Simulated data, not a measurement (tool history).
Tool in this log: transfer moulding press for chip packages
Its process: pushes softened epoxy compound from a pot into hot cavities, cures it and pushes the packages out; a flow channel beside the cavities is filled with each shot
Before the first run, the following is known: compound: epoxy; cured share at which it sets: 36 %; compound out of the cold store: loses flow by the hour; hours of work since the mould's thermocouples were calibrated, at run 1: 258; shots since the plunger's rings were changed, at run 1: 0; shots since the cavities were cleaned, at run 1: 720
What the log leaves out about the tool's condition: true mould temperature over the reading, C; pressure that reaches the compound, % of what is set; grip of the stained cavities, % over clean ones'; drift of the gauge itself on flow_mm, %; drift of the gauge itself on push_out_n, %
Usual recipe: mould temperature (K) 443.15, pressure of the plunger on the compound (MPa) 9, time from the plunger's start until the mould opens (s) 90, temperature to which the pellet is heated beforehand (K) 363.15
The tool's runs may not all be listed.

run    hour  mould temperature (K)  pressure of the plunger on the compound (MPa)  time from the plunger's start until the mould opens (s)  temperature to which the pellet is heated beforehand (K)  hours of work since the mould's thermocouples were calibrated  shots since the plunger's rings were changed  shots since the cavities were cleaned  incoming compound's hours out of the cold store  length that the compound runs in the flow channel (mm)  greatest force on the pins that push the packages out (N)
  1       0                 443.15                                              9                                                       90                                                    363.15                                                            258                                             0                                    720                                             30.8                                                     590                                                        703
  2    34.5                 439.15                                              9                                                       90                                                    363.15                                                            280                                           379                                   1099                                             39.1                                                     574                                                        835
       46.3  -- cavities cleaned with cleaning compound and waxed
  3    86.2                 439.15                                              9                                                       90                                                    363.15                                                            311                                           930                                    438                                             17.3                                                     621                                                        713
  4   115.4                 439.15                                              9                                                       90                                                    363.15                                                            329                                          1251                                    759                                             13.1                                                     628                                                        780
      159.8  -- cavities cleaned with cleaning compound and waxed
  5   164.9                 439.15                                              9                                                       90                                                    363.15                                                            358                                          1777                                     55                                             38.7                                                     565                                                        542
      192.7  -- mould's thermocouples calibrated
  6   215.5                 443.15                                              9                                                       90                                                    363.15                                                             14                                          2311                                    589                                             31.4                                                     567                                                        662
  7   262.6                 443.15                                              9                                                       90                                                    363.15                                                             43                                          2828                                   1106                                             42.9                                                     539                                                        740
      274.2  -- cavities cleaned with cleaning compound and waxed
  8   303.2                 443.15                                              9                                                       90                                                    363.15                                                             67                                          3258                                    319                                             33.7                                                     555                                                        627
  9   349.3                 443.15                                              9                                                       90                                                    363.15                                                             96                                          3764                                    825                                             42.1                                                     531                                                        716
      387.1  -- cavities cleaned with cleaning compound and waxed
 10   387.1                 443.15                                              9                                                       90                                                    363.15                                                            118                                          4162                                      0                                             44.8                                                     525                                                        432
 11   419.4                 443.15                                              9                                                       92                                                    363.15                                                            138                                          4516                                    354                                             13.5                                                     586                                                        581
      451.5  -- plunger's sealing rings changed
 12   457.1                 443.15                                              9                                                       90                                                    363.15                                                            160                                            62                                    741                                             22.8                                                     608                                                        718
 13   479.4                 443.15                                           8.77                                                       90                                                    363.15                                                            174                                           306                                    985                                             13.6                                                     616                                                        705
      502.2  -- cavities cleaned with cleaning compound and waxed
 14   518.9                 443.15                                           8.77                                                       90                                                    363.15                                                            197                                           723                                    183                                               22                                                     595                                                        552
 15   546.7                 443.15                                              9                                                       90                                                    371.15                                                            214                                          1029                                    489                                             20.2                                                     601                                                        623
 16   589.8                 443.15                                              9                                                       90                                                    371.15                                                            241                                          1502                                    962                                             11.2                                                     620                                                        712
      615.8  -- cavities cleaned with cleaning compound and waxed
 17   622.9                 449.15                                           8.45                                                       90                                                    371.15                                                            260                                          1849                                     77                                             23.2                                                     558                                                        466
 18   647.8                 449.15                                           8.45                                                       90                                                    371.15                                                            276                                          2122                                    350                                             44.1                                                     511                                                        557
 19   692.1                 449.15                                           8.45                                                       90                                                    371.15                                                            303                                          2609                                    837                                             15.4                                                     568                                                        670
      726.4  -- cavities cleaned with cleaning compound and waxed
 20   744.4                 449.15                                           8.45                                                       78                                                    371.15                                                            334                                          3166                                    197                                             36.6                                                     518                                                        539
 21     787                 438.15                                              9                                                      119                                                    363.15                                                            361                                          3634                                    665                                             19.4                                                     598                                                        631
        813  -- mould's thermocouples calibrated
      839.2  -- cavities cleaned with cleaning compound and waxed
 22   841.7                 438.15                                              9                                                      119                                                    363.15                                                             17                                          4196                                     27                                             38.9                                                     550                                                        471
 23   869.3                 450.15                                              9                                                      102                                                    358.15                                                             34                                          4499                                    330                                             37.9                                                     523                                                        546
      899.8  -- plunger's sealing rings changed
 24   908.3                 443.15                                           7.16                                                       90                                                    363.15                                                             56                                            93                                    731                                             42.5                                                     503                                                        695
 25   934.3                 451.15                                           7.55                                                       97                                                    363.15                                                             72                                           378                                   1016                                             40.3                                                     500                                                        651
      954.4  -- cavities cleaned with cleaning compound and waxed
 26     986                 441.15                                           7.64                                                       97                                                    360.15                                                            103                                           929                                    346                                             47.9                                                     504                                                        606
 27  1009.6                 437.15                                              9                                                      121                                                    363.15                                                            118                                          1189                                    606                                             31.7                                                     594                                                        638
 28  1033.1                 443.15                                              9                                                       88                                                    361.15                                                            132                                          1446                                    863                                               26                                                     586                                                        735

3 ways to go on from here, each from the tool as it stands after run 28. What would each give?
     1066.2  -- cavities cleaned with cleaning compound and waxed
  A  1074.6                 451.15                                          10.08                                                       91                                                    361.15                                                            157                                          1886                                     93                                             27.9                                                       ?                                                          ?
     1066.2  -- cavities cleaned with cleaning compound and waxed
  B  1074.6                 440.15                                           8.17                                                      104                                                    363.15                                                            157                                          1886                                     93                                             35.2                                                       ?                                                          ?
     1066.2  -- cavities cleaned with cleaning compound and waxed
  C  1074.6                 443.15                                              9                                                      127                                                    363.15                                                            157                                          1886                                     93                                              8.3                                                       ?                                                          ?

run  length that the compound runs in the flow channel (mm)  greatest force on the pins that push the packages out (N)
  A                                                     594                                                        465
  B                                                     547                                                        486
  C                                                     630                                                        469
Take away the tool's hidden state, keep each run's random variation, and the runs would have read:
run  length that the compound runs in the flow channel (mm)  greatest force on the pins that push the packages out (N)
  A                                                     611                                                        412
  B                                                     563                                                        432
  C                                                     647                                                        416

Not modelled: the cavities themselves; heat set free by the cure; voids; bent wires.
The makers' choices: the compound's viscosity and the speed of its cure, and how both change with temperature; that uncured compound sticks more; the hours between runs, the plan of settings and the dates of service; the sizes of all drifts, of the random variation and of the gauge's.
